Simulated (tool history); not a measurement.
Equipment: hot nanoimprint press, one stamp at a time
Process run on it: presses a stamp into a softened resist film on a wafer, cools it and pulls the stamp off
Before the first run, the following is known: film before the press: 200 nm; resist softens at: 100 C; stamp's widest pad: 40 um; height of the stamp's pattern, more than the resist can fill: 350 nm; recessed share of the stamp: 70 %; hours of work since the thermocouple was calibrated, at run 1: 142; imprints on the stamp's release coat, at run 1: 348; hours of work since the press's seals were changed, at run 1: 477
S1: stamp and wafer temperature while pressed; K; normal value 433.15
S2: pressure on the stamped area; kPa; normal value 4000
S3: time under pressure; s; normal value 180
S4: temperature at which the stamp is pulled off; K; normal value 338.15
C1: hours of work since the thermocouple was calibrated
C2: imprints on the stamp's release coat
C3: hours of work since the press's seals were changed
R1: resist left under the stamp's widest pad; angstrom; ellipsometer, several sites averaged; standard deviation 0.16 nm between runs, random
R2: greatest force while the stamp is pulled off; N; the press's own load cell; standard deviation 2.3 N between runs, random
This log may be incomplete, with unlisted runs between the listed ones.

run 1 day=0.000 | S1=433.15 S2=4000 S3=180 S4=338.15 | C1=142 C2=348 C3=477 | R1=775 R2=113
run 2 day=1.312 | S1=433.15 S2=4000 S3=180 S4=338.15 | C1=158 C2=420 C3=493 | R1=775 R2=116
run 3 day=3.179 | S1=433.15 S2=4000 S3=180 S4=338.15 | C1=181 C2=523 C3=516 | R1=774 R2=119
run 4 day=4.442 | S1=433.15 S2=4000 S3=180 S4=338.15 | C1=197 C2=593 C3=531 | R1=774 R2=123
run 5 day=5.579 | S1=433.15 S2=2810 S3=180 S4=338.15 | C1=211 C2=655 C3=545 | R1=928 R2=122
run 6 day=6.642 | S1=433.15 S2=2810 S3=180 S4=338.15 | C1=224 C2=714 C3=558 | R1=927 R2=129
run 7 day=7.404 | S1=433.15 S2=2810 S3=180 S4=338.15 | C1=233 C2=756 C3=567 | R1=927 R2=128
run 8 day=8.654 | S1=433.15 S2=2810 S3=180 S4=338.15 | C1=248 C2=825 C3=583 | R1=924 R2=129
run 9 day=9.871 | S1=433.15 S2=2810 S3=180 S4=338.15 | C1=263 C2=892 C3=598 | R1=925 R2=135
run 10 day=11.638 | S1=433.15 S2=4000 S3=301 S4=338.15 | C1=285 C2=989 C3=619 | R1=636 R2=141
run 11 day=13.417 | S1=433.15 S2=4000 S3=301 S4=338.15 | C1=306 C2=1087 C3=641 | R1=632 R2=143
run 12 day=15.125 | S1=433.15 S2=4000 S3=180 S4=338.15 | C1=327 C2=1182 C3=662 | R1=765 R2=145
run 13 day=16.567 | S1=433.15 S2=4000 S3=180 S4=333.15 | C1=345 C2=1261 C3=679 | R1=766 R2=147
run 14 day=17.417 | S1=433.15 S2=4000 S3=180 S4=333.15 | C1=355 C2=1308 C3=690 | R1=765 R2=158
-- day=18.708 stamp cleaned and given a new release coat
run 15 day=18.708 | S1=433.15 S2=4000 S3=180 S4=333.15 | C1=368 C2=0 C3=702 | R1=762 R2=107
run 16 day=20.229 | S1=433.15 S2=4320 S3=217 S4=333.15 | C1=387 C2=84 C3=721 | R1=682 R2=112
run 17 day=21.725 | S1=437.15 S2=4860 S3=359 S4=339.15 | C1=405 C2=166 C3=739 | R1=452 R2=106
run 18 day=22.800 | S1=437.15 S2=4860 S3=359 S4=339.15 | C1=418 C2=226 C3=752 | R1=451 R2=109
run 19 day=23.971 | S1=437.15 S2=4860 S3=359 S4=339.15 | C1=432 C2=290 C3=767 | R1=448 R2=111
run 20 day=25.642 | S1=436.15 S2=4210 S3=180 S4=338.15 | C1=453 C2=382 C3=787 | R1=659 R2=114
run 21 day=26.933 | S1=436.15 S2=4210 S3=180 S4=338.15 | C1=469 C2=454 C3=803 | R1=665 R2=119
-- day=27.525 plate thermocouple calibrated
run 22 day=28.650 | S1=444.15 S2=4000 S3=180 S4=338.15 | C1=14 C2=541 C3=822 | R1=534 R2=124
run 23 day=29.833 | S1=444.15 S2=4520 S3=268 S4=338.15 | C1=28 C2=606 C3=837 | R1=425 R2=121
run 24 day=31.221 | S1=444.15 S2=4520 S3=268 S4=338.15 | C1=45 C2=683 C3=854 | R1=424 R2=130
run 25 day=32.138 | S1=444.15 S2=4080 S3=170 S4=332.15 | C1=56 C2=733 C3=865 | R1=538 R2=133
run 26 day=33.421 | S1=444.15 S2=2580 S3=148 S4=341.15 | C1=72 C2=804 C3=881 | R1=730 R2=131
run 27 day=34.667 | S1=438.15 S2=4000 S3=180 S4=342.15 | C1=87 C2=873 C3=896 | R1=660 R2=127
run 28 day=36.200 | S1=438.15 S2=4000 S3=180 S4=332.15 | C1=106 C2=957 C3=915 | R1=659 R2=140
run 29 day=37.850 | S1=433.15 S2=4980 S3=230 S4=324.15 | C1=126 C2=1048 C3=935 | R1=645 R2=150

Forecast each of these 3 alternatives for the next run:
run A day=39.162 | S1=433.15 S2=4980 S3=230 S4=338.15 | C1=142 C2=1121 C3=951 | R1=? R2=?
run B day=39.162 | S1=433.15 S2=5260 S3=200 S4=325.15 | C1=142 C2=1121 C3=951 | R1=? R2=?
run C day=39.162 | S1=433.15 S2=4980 S3=104 S4=324.15 | C1=142 C2=1121 C3=951 | R1=? R2=?

run=A R1=645 R2=139
run=B R1=660 R2=161
run=C R1=861 R2=162
Had the tool no hidden state, the same runs would have come out as:
run=A R1=636 R2=102
run=B R1=650 R2=118
run=C R1=850 R2=118

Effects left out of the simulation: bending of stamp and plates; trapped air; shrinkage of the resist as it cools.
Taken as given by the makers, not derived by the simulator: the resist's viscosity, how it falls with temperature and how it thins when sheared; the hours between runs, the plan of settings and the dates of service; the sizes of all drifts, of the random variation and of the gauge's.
